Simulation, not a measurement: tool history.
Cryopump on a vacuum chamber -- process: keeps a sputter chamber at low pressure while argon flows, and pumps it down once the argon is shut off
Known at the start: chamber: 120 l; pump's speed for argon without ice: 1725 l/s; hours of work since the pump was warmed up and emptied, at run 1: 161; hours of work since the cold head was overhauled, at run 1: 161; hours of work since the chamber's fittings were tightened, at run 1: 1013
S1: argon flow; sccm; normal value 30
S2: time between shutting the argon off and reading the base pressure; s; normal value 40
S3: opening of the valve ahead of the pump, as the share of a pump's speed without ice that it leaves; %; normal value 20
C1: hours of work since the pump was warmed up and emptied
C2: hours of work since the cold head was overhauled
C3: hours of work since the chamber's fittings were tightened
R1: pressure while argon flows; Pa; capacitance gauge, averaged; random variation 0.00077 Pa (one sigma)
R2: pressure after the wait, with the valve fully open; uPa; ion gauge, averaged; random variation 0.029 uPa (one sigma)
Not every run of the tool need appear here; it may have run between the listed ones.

Run 1, hour 0: usual settings; C1 161; C2 161; C3 1013. Result: R1 0.1477 Pa, R2 1.72 uPa.
Run 2, hour 124.6: usual settings; C1 225; C2 225; C3 1076. Result: R1 0.1487 Pa, R2 1.77 uPa.
Run 3, hour 222.1: usual settings; C1 274; C2 274; C3 1126. Result: R1 0.1484 Pa, R2 1.82 uPa.
Run 4, hour 319.6: usual settings; C1 324; C2 324; C3 1175. Result: R1 0.1504 Pa, R2 1.77 uPa.
Run 5, hour 444.5: usual settings; C1 388; C2 388; C3 1239. Result: R1 0.1491 Pa, R2 1.81 uPa.
Run 6, hour 494.8: usual settings; C1 413; C2 413; C3 1264. Result: R1 0.149 Pa, R2 1.77 uPa.
Run 7, hour 611: usual settings; C1 472; C2 472; C3 1324. Result: R1 0.1517 Pa, R2 1.77 uPa.
Run 8, hour 664.1: usual settings; C1 499; C2 499; C3 1351. Result: R1 0.1499 Pa, R2 1.86 uPa.
Run 9, hour 781.9: usual settings; C1 559; C2 559; C3 1411. Result: R1 0.1519 Pa, R2 1.92 uPa.
Run 10, hour 848.2: usual settings; C1 593; C2 593; C3 1444. Result: R1 0.15 Pa, R2 1.89 uPa.
Run 11, hour 929.9: usual settings but S1 14 sccm; C1 635; C2 635; C3 1486. Result: R1 0.0698 Pa, R2 1.89 uPa.
At hour 981.3: pump warmed up, emptied and cooled again.
Run 12, hour 1050.4: usual settings but S1 34 sccm; C1 35; C2 694; C3 1545. Result: R1 0.1669 Pa, R2 1.87 uPa.
Run 13, hour 1165.1: usual settings; C1 94; C2 752; C3 1603. Result: R1 0.1482 Pa, R2 1.89 uPa.
Run 14, hour 1262.4: usual settings; C1 143; C2 802; C3 1653. Result: R1 0.1467 Pa, R2 1.91 uPa.
Run 15, hour 1369: usual settings; C1 197; C2 856; C3 1707. Result: R1 0.1493 Pa, R2 1.88 uPa.
Run 16, hour 1440.7: usual settings; C1 234; C2 892; C3 1744. Result: R1 0.1492 Pa, R2 1.98 uPa.
Run 17, hour 1522.9: usual settings but S3 17 %; C1 276; C2 934; C3 1785. Result: R1 0.175 Pa, R2 1.95 uPa.
Run 18, hour 1643: usual settings but S1 24 sccm, S2 23 s, S3 46 %; C1 337; C2 995; C3 1847. Result: R1 0.053 Pa, R2 2.92 uPa.
Run 19, hour 1730.3: usual settings but S1 24 sccm, S2 23 s, S3 46 %; C1 381; C2 1040; C3 1891. Result: R1 0.0539 Pa, R2 2.9 uPa.
Run 20, hour 1809.9: usual settings but S1 24 sccm, S2 23 s, S3 41 %; C1 422; C2 1080; C3 1932. Result: R1 0.06 Pa, R2 2.97 uPa.
Run 21, hour 1923: usual settings but S1 40 sccm, S2 180 s, S3 19 %; C1 479; C2 1138; C3 1989. Result: R1 0.2104 Pa, R2 1.08 uPa.
Run 22, hour 2019.5: usual settings but S1 40 sccm, S2 180 s, S3 19 %; C1 529; C2 1187; C3 2038. Result: R1 0.2104 Pa, R2 1.17 uPa.
Run 23, hour 2071.2: usual settings but S1 40 sccm, S2 115 s, S3 30 %; C1 555; C2 1213; C3 2065. Result: R1 0.137 Pa, R2 1.33 uPa.
Run 24, hour 2190.3: usual settings but S1 40 sccm, S2 115 s, S3 59 %; C1 616; C2 1274; C3 2125. Result: R1 0.0736 Pa, R2 1.3 uPa.
Run 25, hour 2243.8: usual settings but S1 19 sccm, S2 30 s; C1 643; C2 1301; C3 2152. Result: R1 0.0955 Pa, R2 2.56 uPa.
At hour 2285.1: pump warmed up, emptied and cooled again.
Run 26, hour 2368.1: usual settings but S1 15 sccm, S2 23 s, S3 47 %; C1 42; C2 1362; C3 2213. Result: R1 0.0321 Pa, R2 2.94 uPa.
Run 27, hour 2432.7: usual settings but S1 35 sccm, S2 23 s, S3 21 %; C1 75; C2 1395; C3 2246. Result: R1 0.1646 Pa, R2 3.04 uPa.
Run 28, hour 2539.5: usual settings but S1 28 sccm; C1 130; C2 1449; C3 2300. Result: R1 0.1382 Pa, R2 2.12 uPa.
Run 29, hour 2625.1: usual settings but S1 28 sccm; C1 173; C2 1493; C3 2344. Result: R1 0.1392 Pa, R2 2.13 uPa.
Run 30, hour 2687.6: usual settings but S2 78 s, S3 25 %; C1 205; C2 1525; C3 2376. Result: R1 0.1198 Pa, R2 1.55 uPa.
Run 31, hour 2793.1: usual settings but S1 22 sccm, S2 92 s, S3 33 %; C1 259; C2 1578; C3 2430. Result: R1 0.067 Pa, R2 1.45 uPa.
Run 32, hour 2880.7: usual settings but S2 121 s, S3 21 %; C1 303; C2 1623; C3 2474. Result: R1 0.1429 Pa, R2 1.4 uPa.
Run 33, hour 2992.7: usual settings but S3 23 %; C1 360; C2 1680; C3 2531. Result: R1 0.1289 Pa, R2 2.22 uPa.
Run 34, hour 3051.5: usual settings but S3 23 %; C1 390; C2 1710; C3 2561. Result: R1 0.1303 Pa, R2 2.23 uPa.

Alternative continuations, all from the tool just after run 34; predict every row:
Run A, hour 3169.8: usual settings but S2 76 s, S3 30 %; C1 450; C2 1770; C3 2621. Result: R1 ?, R2 ?.
Run B, hour 3169.8: usual settings but S1 29 sccm, S2 28 s, S3 27 %; C1 450; C2 1770; C3 2621. Result: R1 ?, R2 ?.
Run C, hour 3169.8: usual settings but S1 20 sccm, S2 85 s, S3 50 %; C1 450; C2 1770; C3 2621. Result: R1 ?, R2 ?.
Run D, hour 3169.8: usual settings but S1 32 sccm, S3 35 %; C1 450; C2 1770; C3 2621. Result: R1 ?, R2 ?.

run      R1    R2
  A  0.1012  1.68
  B  0.1074  2.81
  C  0.0419  1.61
  D  0.0924  2.28
The same runs, with their run-to-run variation unchanged, on a tool lacking any hidden condition would have given:
run      R1    R2
  A  0.0978   0.8
  B  0.1042  1.93
  C  0.0396  0.72
  D  0.0889  1.38

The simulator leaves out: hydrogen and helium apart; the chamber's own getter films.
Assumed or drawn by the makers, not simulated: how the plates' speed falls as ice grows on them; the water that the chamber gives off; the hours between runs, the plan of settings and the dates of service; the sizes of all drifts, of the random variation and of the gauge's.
